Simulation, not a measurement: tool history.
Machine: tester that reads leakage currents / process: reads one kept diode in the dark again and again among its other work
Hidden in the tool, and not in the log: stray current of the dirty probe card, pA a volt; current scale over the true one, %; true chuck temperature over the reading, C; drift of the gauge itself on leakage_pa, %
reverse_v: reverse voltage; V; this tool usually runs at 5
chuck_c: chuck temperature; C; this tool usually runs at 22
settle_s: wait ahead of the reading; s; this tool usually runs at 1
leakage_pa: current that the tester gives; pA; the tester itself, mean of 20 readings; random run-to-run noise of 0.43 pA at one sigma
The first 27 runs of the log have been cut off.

run	hour	reverse_v	chuck_c	settle_s	hours of work since the probe card was cleaned	hours of work since the tester was calibrated	hours of work since the chuck was calibrated	leakage_pa
28	4820.2	5	22	2.02	1342	1425	449	158.78
29	5041.8	2.02	22	1	1491	1574	597	101.06
30	5281.2	5	32	0.53	1652	1735	758	334.3
# hour 5435.7: probe card cleaned and baked
31	5515.4	16.84	39	1.51	54	1891	914	967.48
# hour 5581.4: chuck's temperature calibrated
32	5696.2	16.84	39	1.51	174	2011	77	897.13
33	5826.4	12.97	44	0.42	261	2098	165	1103.87
34	6027.5	12.97	44	0.42	397	2234	300	1128.84
35	6236.8	2.66	21	0.31	537	2374	441	103.91
36	6375.1	2.66	21	0.31	630	2467	534	105.42
37	6580.5	2.66	21	0.31	768	2605	672	108.42
38	6695.5	6.47	34	1.92	846	2683	749	427.61

3 ways to go on from here, each from the tool as it stands after run 38. What would each give?
A	6902.5	5.66	34	3.8	985	2822	888	?
B	6902.5	2.52	20	0.38	985	2822	888	?
C	6902.5	5	45	1	985	2822	888	?

run	leakage_pa
A	408.66
B	100.47
C	794.11
Take away the tool's hidden state, keep each run's random variation, and the runs would have read:
run	leakage_pa
A	364.09
B	87.21
C	720.83

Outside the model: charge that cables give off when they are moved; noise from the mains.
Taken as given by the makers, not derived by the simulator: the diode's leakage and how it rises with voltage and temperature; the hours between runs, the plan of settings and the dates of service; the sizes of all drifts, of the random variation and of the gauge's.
